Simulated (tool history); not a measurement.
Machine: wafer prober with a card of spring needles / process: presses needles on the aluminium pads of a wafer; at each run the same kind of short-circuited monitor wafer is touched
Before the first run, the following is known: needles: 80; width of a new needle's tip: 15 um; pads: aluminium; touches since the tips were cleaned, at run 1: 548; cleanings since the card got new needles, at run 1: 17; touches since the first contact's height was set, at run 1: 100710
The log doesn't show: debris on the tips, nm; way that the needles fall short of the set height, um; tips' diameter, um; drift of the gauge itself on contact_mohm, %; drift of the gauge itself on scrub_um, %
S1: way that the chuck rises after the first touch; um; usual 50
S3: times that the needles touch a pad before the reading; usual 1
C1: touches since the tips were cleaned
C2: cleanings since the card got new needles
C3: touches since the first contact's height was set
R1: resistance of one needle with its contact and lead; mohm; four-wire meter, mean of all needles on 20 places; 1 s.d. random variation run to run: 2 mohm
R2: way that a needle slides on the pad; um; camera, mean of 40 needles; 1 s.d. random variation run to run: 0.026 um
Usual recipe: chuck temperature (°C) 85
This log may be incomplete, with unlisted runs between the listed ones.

run 1 day=0 | S1=50 chuck_temperature_(°C)=85 S3=1 | C1=548 C2=17 C3=100710 | R1=251 R2=7.94
-- day=0.329 tips cleaned on abrasive film
-- day=0.662 tips cleaned on abrasive film
run 2 day=0.8 | S1=30 chuck_temperature_(°C)=85 S3=1 | C1=2279 C2=19 C3=113522 | R1=561 R2=4.63
-- day=1.05 tips cleaned on abrasive film
-- day=1.458 tips cleaned on abrasive film
-- day=1.788 tips cleaned on abrasive film
run 3 day=1.975 | S1=30 chuck_temperature_(°C)=85 S3=1 | C1=3002 C2=22 C3=132245 | R1=662 R2=4.57
-- day=2.142 tips cleaned on abrasive film
-- day=2.317 height of the first contact set anew
-- day=2.483 tips cleaned on abrasive film
-- day=2.892 tips cleaned on abrasive film
-- day=3.304 tips cleaned on abrasive film
-- day=3.646 tips cleaned on abrasive film
run 4 day=3.646 | S1=30 chuck_temperature_(°C)=85 S3=1 | C1=0 C2=27 C3=21235 | R1=268 R2=4.82
-- day=4.058 tips cleaned on abrasive film
-- day=4.392 tips cleaned on abrasive film
-- day=4.721 tips cleaned on abrasive film
-- day=5.129 tips cleaned on abrasive film
run 5 day=5.162 | S1=30 chuck_temperature_(°C)=85 S3=1 | C1=560 C2=31 C3=45420 | R1=382 R2=4.76
-- day=5.483 tips cleaned on abrasive film
-- day=5.817 tips cleaned on abrasive film
-- day=6.221 tips cleaned on abrasive film
run 6 day=6.35 | S1=30 chuck_temperature_(°C)=85 S3=1 | C1=2142 C2=34 C3=64438 | R1=495 R2=4.72
-- day=6.6 tips cleaned on abrasive film
-- day=6.933 tips cleaned on abrasive film
-- day=7.325 tips cleaned on abrasive film
-- day=7.704 tips cleaned on abrasive film
run 7 day=7.704 | S1=30 chuck_temperature_(°C)=85 S3=1 | C1=0 C2=38 C3=85986 | R1=270 R2=4.68
-- day=8.117 tips cleaned on abrasive film
-- day=8.446 tips cleaned on abrasive film
run 8 day=8.542 | S1=43 chuck_temperature_(°C)=85 S3=1 | C1=1520 C2=40 C3=99380 | R1=338 R2=6.74
-- day=8.788 tips cleaned on abrasive film
-- day=9.2 tips cleaned on abrasive film
-- day=9.604 tips cleaned on abrasive film
-- day=9.938 tips cleaned on abrasive film
run 9 day=10.096 | S1=43 chuck_temperature_(°C)=85 S3=1 | C1=2583 C2=44 C3=124235 | R1=380 R2=6.72
-- day=10.338 tips cleaned on abrasive film
-- day=10.738 tips cleaned on abrasive film
run 10 day=10.888 | S1=43 chuck_temperature_(°C)=85 S3=1 | C1=2460 C2=46 C3=136914 | R1=413 R2=6.63
-- day=10.983 height of the first contact set anew
-- day=11.15 tips cleaned on abrasive film
-- day=11.558 tips cleaned on abrasive film
run 11 day=11.654 | S1=50 chuck_temperature_(°C)=85 S3=2 | C1=1526 C2=48 C3=10685 | R1=278 R2=8.1
-- day=11.9 tips cleaned on abrasive film
-- day=12.304 tips cleaned on abrasive film
run 12 day=12.475 | S1=50 chuck_temperature_(°C)=85 S3=2 | C1=2735 C2=50 C3=23823 | R1=298 R2=8.11
-- day=12.712 tips cleaned on abrasive film
-- day=13.117 tips cleaned on abrasive film
-- day=13.446 tips cleaned on abrasive film
-- day=13.833 tips cleaned on abrasive film
run 13 day=14.054 | S1=50 chuck_temperature_(°C)=85 S3=1 | C1=3584 C2=54 C3=49092 | R1=375 R2=8.04
-- day=14.225 tips cleaned on abrasive film
-- day=14.554 tips cleaned on abrasive film
-- day=14.883 tips cleaned on abrasive film
-- day=15.288 tips cleaned on abrasive film
run 14 day=15.612 | S1=50 chuck_temperature_(°C)=85 S3=2 | C1=5246 C2=58 C3=73940 | R1=344 R2=7.95
-- day=15.696 tips cleaned on abrasive film
-- day=16.029 tips cleaned on abrasive film
-- day=16.433 tips cleaned on abrasive film
run 15 day=16.504 | S1=50 chuck_temperature_(°C)=64 S3=2 | C1=1144 C2=61 C3=88153 | R1=262 R2=7.94
-- day=16.817 tips cleaned on abrasive film
-- day=17.229 tips cleaned on abrasive film
run 16 day=17.312 | S1=49 chuck_temperature_(°C)=55 S3=1 | C1=1333 C2=63 C3=101114 | R1=309 R2=7.7
-- day=17.625 tips cleaned on abrasive film
-- day=18.025 tips cleaned on abrasive film
-- day=18.433 tips cleaned on abrasive film
-- day=18.762 tips cleaned on abrasive film
run 17 day=18.796 | S1=46 chuck_temperature_(°C)=26 S3=2 | C1=537 C2=67 C3=124816 | R1=242 R2=7.17
-- day=19.117 tips cleaned on abrasive film
-- day=19.525 tips cleaned on abrasive film
-- day=19.617 height of the first contact set anew
-- day=19.942 tips cleaned on abrasive film
-- day=20.333 tips cleaned on abrasive film
run 18 day=20.467 | S1=46 chuck_temperature_(°C)=81 S3=2 | C1=2128 C2=71 C3=13565 | R1=295 R2=7.44
-- day=20.704 tips cleaned on abrasive film
-- day=21.038 tips cleaned on abrasive film
-- day=21.45 tips cleaned on abrasive film
-- day=21.779 tips cleaned on abrasive film
run 19 day=22.062 | S1=46 chuck_temperature_(°C)=81 S3=2 | C1=4606 C2=75 C3=39106 | R1=362 R2=7.34
-- day=22.15 tips cleaned on abrasive film
-- day=22.554 tips cleaned on abrasive film
-- day=22.883 tips cleaned on abrasive film
-- day=23.296 tips cleaned on abrasive film
run 20 day=23.554 | S1=41 chuck_temperature_(°C)=34 S3=3 | C1=4143 C2=79 C3=62884 | R1=327 R2=6.51
-- day=23.638 tips cleaned on abrasive film
-- day=24.038 tips cleaned on abrasive film
-- day=24.371 tips cleaned on abrasive film
-- day=24.762 tips cleaned on abrasive film
-- day=25.175 tips cleaned on abrasive film
run 21 day=25.25 | S1=57 chuck_temperature_(°C)=34 S3=1 | C1=1203 C2=84 C3=89929 | R1=281 R2=9.05
-- day=25.579 tips cleaned on abrasive film
-- day=25.992 tips cleaned on abrasive film
-- day=26.321 tips cleaned on abrasive film
-- day=26.671 tips cleaned on abrasive film
run 22 day=26.671 | S1=39 chuck_temperature_(°C)=43 S3=2 | C1=0 C2=88 C3=112672 | R1=239 R2=6.06
-- day=27.079 tips cleaned on abrasive film
-- day=27.492 tips cleaned on abrasive film
run 23 day=27.692 | S1=56 chuck_temperature_(°C)=100 S3=3 | C1=3256 C2=90 C3=129021 | R1=269 R2=8.85
-- day=27.862 tips cleaned on abrasive film
-- day=28.258 tips cleaned on abrasive film
-- day=28.271 height of the first contact set anew
-- day=28.604 tips cleaned on abrasive film
-- day=29.012 tips cleaned on abrasive film
run 24 day=29.121 | S1=56 chuck_temperature_(°C)=25 S3=1 | C1=1748 C2=94 C3=13607 | R1=293 R2=9.14
-- day=29.371 tips cleaned on abrasive film
-- day=29.779 tips cleaned on abrasive film
-- day=30.108 tips cleaned on abrasive film
-- day=30.471 tips cleaned on abrasive film
run 25 day=30.471 | S1=32 chuck_temperature_(°C)=90 S3=1 | C1=0 C2=98 C3=35144 | R1=292 R2=5.16
-- day=30.804 tips cleaned on abrasive film
-- day=31.204 tips cleaned on abrasive film
-- day=31.533 tips cleaned on abrasive film
run 26 day=31.75 | S1=60 chuck_temperature_(°C)=60 S3=1 | C1=3475 C2=101 C3=55553 | R1=341 R2=9.68

Alternative continuations, all from the tool just after run 26; predict every row:
-- day=31.917 tips cleaned on abrasive film
-- day=32.329 tips cleaned on abrasive film
run A day=32.512 | S1=50 chuck_temperature_(°C)=49 S3=1 | C1=2942 C2=103 C3=67730 | R1=? R2=?
-- day=31.917 tips cleaned on abrasive film
-- day=32.329 tips cleaned on abrasive film
run B day=32.512 | S1=59 chuck_temperature_(°C)=32 S3=2 | C1=2942 C2=103 C3=67730 | R1=? R2=?
-- day=31.917 tips cleaned on abrasive film
-- day=32.329 tips cleaned on abrasive film
run C day=32.512 | S1=37 chuck_temperature_(°C)=30 S3=1 | C1=2942 C2=103 C3=67730 | R1=? R2=?
-- day=31.917 tips cleaned on abrasive film
-- day=32.329 tips cleaned on abrasive film
run D day=32.512 | S1=55 chuck_temperature_(°C)=58 S3=1 | C1=2942 C2=103 C3=67730 | R1=? R2=?

run=A R1=379 R2=8.02
run=B R1=279 R2=9.44
run=C R1=531 R2=5.85
run=D R1=346 R2=8.78
Take away the tool's hidden state, keep each run's random variation, and the runs would have read:
run=A R1=203 R2=8.16
run=B R1=199 R2=9.58
run=C R1=205 R2=5.99
run=D R1=203 R2=8.92

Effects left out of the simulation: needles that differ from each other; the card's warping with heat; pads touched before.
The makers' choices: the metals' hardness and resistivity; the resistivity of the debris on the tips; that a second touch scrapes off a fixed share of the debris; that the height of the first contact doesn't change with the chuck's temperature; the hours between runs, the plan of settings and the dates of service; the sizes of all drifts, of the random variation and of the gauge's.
